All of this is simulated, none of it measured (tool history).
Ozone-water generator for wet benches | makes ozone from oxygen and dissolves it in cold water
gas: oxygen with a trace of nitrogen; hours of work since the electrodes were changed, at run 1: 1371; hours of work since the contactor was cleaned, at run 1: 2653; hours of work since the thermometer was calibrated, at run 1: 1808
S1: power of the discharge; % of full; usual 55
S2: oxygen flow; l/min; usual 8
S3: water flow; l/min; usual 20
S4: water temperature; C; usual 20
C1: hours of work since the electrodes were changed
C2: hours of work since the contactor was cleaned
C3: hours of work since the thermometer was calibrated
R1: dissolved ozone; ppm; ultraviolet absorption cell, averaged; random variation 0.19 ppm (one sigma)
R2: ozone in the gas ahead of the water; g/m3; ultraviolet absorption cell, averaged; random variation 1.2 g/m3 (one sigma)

run 1 hour=0 | S1=55 S2=8 S3=20 S4=20 | C1=1371 C2=2653 C3=1808 | R1=25.6 R2=216.3
run 2 hour=45.1 | S1=55 S2=8 S3=20 S4=20 | C1=1403 C2=2684 C3=1840 | R1=25.7 R2=217.4
run 3 hour=80 | S1=55 S2=8 S3=26 S4=20 | C1=1427 C2=2709 C3=1864 | R1=21 R2=212.7
run 4 hour=134.5 | S1=55 S2=13.81 S3=20 S4=20 | C1=1465 C2=2747 C3=1902 | R1=23.4 R2=161.9
run 5 hour=192.6 | S1=55 S2=13.81 S3=20 S4=20 | C1=1505 C2=2787 C3=1942 | R1=23.5 R2=161.4
run 6 hour=233.4 | S1=55 S2=13.81 S3=20 S4=20 | C1=1534 C2=2815 C3=1971 | R1=23.2 R2=159.8
run 7 hour=292.5 | S1=55 S2=13.81 S3=20 S4=20 | C1=1575 C2=2857 C3=2012 | R1=23.4 R2=161.6
run 8 hour=328.1 | S1=55 S2=8 S3=16 S4=20 | C1=1600 C2=2881 C3=2037 | R1=29.9 R2=213
run 9 hour=380 | S1=55 S2=10.07 S3=16 S4=20 | C1=1636 C2=2918 C3=2073 | R1=28.5 R2=188.2
run 10 hour=432 | S1=55 S2=10.07 S3=16 S4=20 | C1=1672 C2=2954 C3=2109 | R1=28.6 R2=190.3
run 11 hour=476.8 | S1=55 S2=8 S3=20 S4=14 | C1=1703 C2=2985 C3=2140 | R1=28.1 R2=212.3
run 12 hour=537.2 | S1=55 S2=8 S3=20 S4=14 | C1=1745 C2=3027 C3=2182 | R1=28.5 R2=213.8
run 13 hour=592 | S1=55 S2=5.39 S3=20 S4=20 | C1=1783 C2=3065 C3=2221 | R1=25.8 R2=265.6
run 14 hour=620.2 | S1=55 S2=7.48 S3=20 S4=20 | C1=1803 C2=3085 C3=2240 | R1=25.7 R2=222
run 15 hour=669.1 | S1=55 S2=8 S3=20 S4=20 | C1=1837 C2=3119 C3=2274 | R1=25.4 R2=214.9
run 16 hour=718.9 | S1=55 S2=9.26 S3=20 S4=20 | C1=1872 C2=3154 C3=2309 | R1=25.1 R2=198.8
run 17 hour=778.3 | S1=82 S2=4.87 S3=26 S4=15 | C1=1913 C2=3195 C3=2350 | R1=27.3 R2=350.7
run 18 hour=805.9 | S1=50 S2=6.89 S3=28 S4=22 | C1=1933 C2=3214 C3=2370 | R1=18 R2=220.7
run 19 hour=863.1 | S1=50 S2=4.65 S3=28 S4=22 | C1=1972 C2=3254 C3=2410 | R1=17.5 R2=273
run 20 hour=908.1 | S1=50 S2=4.65 S3=28 S4=22 | C1=2004 C2=3286 C3=2441 | R1=17.6 R2=270.2
run 21 hour=969.5 | S1=54 S2=4.65 S3=28 S4=17 | C1=2046 C2=3328 C3=2484 | R1=19.5 R2=281.6
run 22 hour=1034.8 | S1=91 S2=4.53 S3=22 S4=27 | C1=2092 C2=3374 C3=2529 | R1=28.7 R2=382.1
-- hour=1042.4 contactor cleaned
run 23 hour=1075.5 | S1=91 S2=4.53 S3=22 S4=27 | C1=2118 C2=23 C3=2555 | R1=27.9 R2=382.2
run 24 hour=1114.7 | S1=51 S2=4.69 S3=20 S4=19 | C1=2145 C2=50 C3=2582 | R1=24.3 R2=273.5
run 25 hour=1174.3 | S1=51 S2=4.69 S3=20 S4=19 | C1=2186 C2=92 C3=2624 | R1=24.7 R2=272.5
run 26 hour=1233.2 | S1=55 S2=4.69 S3=20 S4=12 | C1=2227 C2=133 C3=2665 | R1=28.1 R2=281.5
run 27 hour=1288.1 | S1=55 S2=11.65 S3=15 S4=20 | C1=2266 C2=171 C3=2703 | R1=27.6 R2=174
run 28 hour=1316.8 | S1=87 S2=8 S3=14 S4=20 | C1=2286 C2=191 C3=2723 | R1=40.5 R2=274.1
run 29 hour=1379.2 | S1=87 S2=8 S3=14 S4=20 | C1=2329 C2=235 C3=2766 | R1=40.6 R2=271.9
run 30 hour=1416 | S1=43 S2=4.56 S3=20 S4=20 | C1=2355 C2=260 C3=2792 | R1=22 R2=247.2
-- hour=1428 contactor cleaned, once more
run 31 hour=1454.6 | S1=76 S2=6.47 S3=28 S4=23 | C1=2379 C2=19 C3=2816 | R1=22.5 R2=284.1
run 32 hour=1504.6 | S1=55 S2=4.8 S3=30 S4=12 | C1=2414 C2=53 C3=2851 | R1=19.9 R2=276.9

5 ways to go on from here, each from the tool as it stands after run 32. What would each give?
run A hour=1556.2 | S1=95 S2=9.6 S3=30 S4=12 | C1=2450 C2=89 C3=2887 | R1=? R2=?
run B hour=1556.2 | S1=85 S2=4.8 S3=31 S4=28 | C1=2450 C2=89 C3=2887 | R1=? R2=?
run C hour=1556.2 | S1=55 S2=4.8 S3=17 S4=12 | C1=2450 C2=89 C3=2887 | R1=? R2=?
run D hour=1556.2 | S1=75 S2=9.91 S3=30 S4=12 | C1=2450 C2=89 C3=2887 | R1=? R2=?
run E hour=1556.2 | S1=55 S2=5.7 S3=14 S4=26 | C1=2450 C2=89 C3=2887 | R1=? R2=?

run=A R1=28.5 R2=258
run=B R1=20.4 R2=354.4
run=C R1=34 R2=279.1
run=D R1=24.8 R2=226.9
run=E R1=30.3 R2=250.6
Without the tool's hidden state the same runs would have given:
run=A R1=30.4 R2=274.1
run=B R1=21.8 R2=375.3
run=C R1=35.8 R2=291.9
run=D R1=26.3 R2=239.4
run=E R1=31.9 R2=262.1
